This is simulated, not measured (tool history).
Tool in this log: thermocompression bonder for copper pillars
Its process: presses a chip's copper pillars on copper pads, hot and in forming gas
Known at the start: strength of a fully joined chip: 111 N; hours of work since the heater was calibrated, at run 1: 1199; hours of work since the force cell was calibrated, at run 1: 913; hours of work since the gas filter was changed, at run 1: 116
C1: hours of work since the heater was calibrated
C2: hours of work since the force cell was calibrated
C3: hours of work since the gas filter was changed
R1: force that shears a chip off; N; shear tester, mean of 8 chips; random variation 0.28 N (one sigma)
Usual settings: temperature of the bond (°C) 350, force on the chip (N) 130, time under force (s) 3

run 1 day=0.000 | temperature_of_the_bond_(°C)=350 force_on_the_chip_(N)=130 time_under_force_(s)=3 | C1=1199 C2=913 C3=116 | R1=58.8
run 2 day=2.158 | temperature_of_the_bond_(°C)=350 force_on_the_chip_(N)=130 time_under_force_(s)=3 | C1=1231 C2=946 C3=149 | R1=59.2
run 3 day=4.338 | temperature_of_the_bond_(°C)=337 force_on_the_chip_(N)=130 time_under_force_(s)=3 | C1=1264 C2=979 C3=182 | R1=54.0
-- day=4.796 forming gas filter changed
run 4 day=5.829 | temperature_of_the_bond_(°C)=350 force_on_the_chip_(N)=130 time_under_force_(s)=3 | C1=1286 C2=1001 C3=16 | R1=59.5
run 5 day=7.350 | temperature_of_the_bond_(°C)=350 force_on_the_chip_(N)=130 time_under_force_(s)=3 | C1=1309 C2=1024 C3=39 | R1=58.8
run 6 day=8.933 | temperature_of_the_bond_(°C)=350 force_on_the_chip_(N)=132 time_under_force_(s)=3 | C1=1333 C2=1048 C3=62 | R1=59.5
run 7 day=10.288 | temperature_of_the_bond_(°C)=350 force_on_the_chip_(N)=130 time_under_force_(s)=3 | C1=1354 C2=1068 C3=83 | R1=58.8
run 8 day=13.038 | temperature_of_the_bond_(°C)=350 force_on_the_chip_(N)=130 time_under_force_(s)=7 | C1=1395 C2=1110 C3=124 | R1=76.4
run 9 day=15.254 | temperature_of_the_bond_(°C)=350 force_on_the_chip_(N)=130 time_under_force_(s)=3 | C1=1429 C2=1143 C3=158 | R1=58.8
-- day=16.262 heater calibrated with a thermocouple chip
run 10 day=16.638 | temperature_of_the_bond_(°C)=361 force_on_the_chip_(N)=130 time_under_force_(s)=3 | C1=6 C2=1163 C3=178 | R1=63.3
-- day=17.342 forming gas filter changed
run 11 day=19.442 | temperature_of_the_bond_(°C)=360 force_on_the_chip_(N)=130 time_under_force_(s)=3 | C1=48 C2=1205 C3=32 | R1=62.9
run 12 day=21.362 | temperature_of_the_bond_(°C)=350 force_on_the_chip_(N)=130 time_under_force_(s)=3 | C1=77 C2=1234 C3=61 | R1=58.9
run 13 day=23.433 | temperature_of_the_bond_(°C)=370 force_on_the_chip_(N)=185 time_under_force_(s)=5 | C1=108 C2=1265 C3=92 | R1=90.4
run 14 day=25.871 | temperature_of_the_bond_(°C)=325 force_on_the_chip_(N)=93 time_under_force_(s)=2 | C1=145 C2=1302 C3=129 | R1=32.1
run 15 day=27.054 | temperature_of_the_bond_(°C)=350 force_on_the_chip_(N)=82 time_under_force_(s)=3 | C1=163 C2=1320 C3=147 | R1=42.4
run 16 day=28.538 | temperature_of_the_bond_(°C)=350 force_on_the_chip_(N)=82 time_under_force_(s)=3 | C1=185 C2=1342 C3=169 | R1=42.1
-- day=29.758 forming gas filter changed
run 17 day=31.042 | temperature_of_the_bond_(°C)=354 force_on_the_chip_(N)=83 time_under_force_(s)=2 | C1=223 C2=1380 C3=19 | R1=37.9
run 18 day=32.558 | temperature_of_the_bond_(°C)=354 force_on_the_chip_(N)=83 time_under_force_(s)=2 | C1=245 C2=1403 C3=42 | R1=37.4
run 19 day=34.092 | temperature_of_the_bond_(°C)=355 force_on_the_chip_(N)=164 time_under_force_(s)=5 | C1=269 C2=1426 C3=65 | R1=80.2
run 20 day=36.862 | temperature_of_the_bond_(°C)=326 force_on_the_chip_(N)=193 time_under_force_(s)=2 | C1=310 C2=1468 C3=107 | R1=56.5

Run 21 is up next; what results do you expect?
run 21 day=38.221 | temperature_of_the_bond_(°C)=353 force_on_the_chip_(N)=130 time_under_force_(s)=3 | C1=331 C2=1488 C3=128 | R1=?

{"run 21": {"R1": 59.8}}
If the tool had no hidden condition, the same run with the same run-to-run variation would have returned R1 59.8 N.
